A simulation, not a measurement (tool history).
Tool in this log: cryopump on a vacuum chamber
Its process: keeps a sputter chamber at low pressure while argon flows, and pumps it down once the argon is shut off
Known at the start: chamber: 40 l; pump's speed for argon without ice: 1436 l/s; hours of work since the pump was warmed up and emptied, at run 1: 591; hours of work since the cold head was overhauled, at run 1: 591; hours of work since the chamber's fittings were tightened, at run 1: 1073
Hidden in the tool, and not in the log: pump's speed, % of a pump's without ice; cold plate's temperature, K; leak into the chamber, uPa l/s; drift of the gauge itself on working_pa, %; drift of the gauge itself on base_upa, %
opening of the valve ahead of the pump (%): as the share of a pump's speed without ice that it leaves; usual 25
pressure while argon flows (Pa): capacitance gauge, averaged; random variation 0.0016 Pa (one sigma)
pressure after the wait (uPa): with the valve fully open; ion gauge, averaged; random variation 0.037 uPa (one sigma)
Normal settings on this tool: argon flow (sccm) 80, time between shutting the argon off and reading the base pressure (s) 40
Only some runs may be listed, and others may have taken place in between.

run	day	argon flow (sccm)	time between shutting the argon off and reading the base pressure (s)	opening of the valve ahead of the pump (%)	hours of work since the pump was warmed up and emptied	hours of work since the cold head was overhauled	hours of work since the chamber's fittings were tightened	pressure while argon flows (Pa)	pressure after the wait (uPa)
1	0	80	40	25	591	591	1073	0.398	2.25
2	0.442	80	55	25	601	601	1082	0.3992	1.73
3	0.879	80	55	25	610	610	1091	0.3994	1.73
4	1.746	41	40	25	628	628	1110	0.2047	2.24
5	2.658	41	40	25	647	647	1129	0.2065	2.26
6	3.392	80	40	25	663	663	1144	0.4015	2.28
7	4	80	40	25	676	676	1157	0.4038	2.27
8	4.921	80	40	25	695	695	1177	0.4024	2.31
9	5.688	80	40	25	711	711	1193	0.4043	2.31
10	6.121	80	40	25	720	720	1202	0.4032	2.34
11	6.508	80	40	25	729	729	1210	0.4048	2.35
12	6.929	50	102	25	737	737	1219	0.2521	1.22
13	7.738	50	40	44	755	755	1236	0.1538	2.3
14	8.179	40	46	59	764	764	1245	0.0956	2.15
15	9.012	67	205	25	781	781	1263	0.3437	0.84
16	9.442	36	263	20	790	790	1272	0.2258	0.79
17	10.138	45	200	42	805	805	1287	0.1453	0.87

For run 18, what comes out?
18	10.675	45	200	36	816	816	1298	?	?

pressure while argon flows (Pa): 0.165
pressure after the wait (uPa): 0.88
Take away the tool's hidden state, keep the run-to-run variation as it was, and the same run would have given pressure while argon flows (Pa) 0.1459, pressure after the wait (uPa) 0.58.
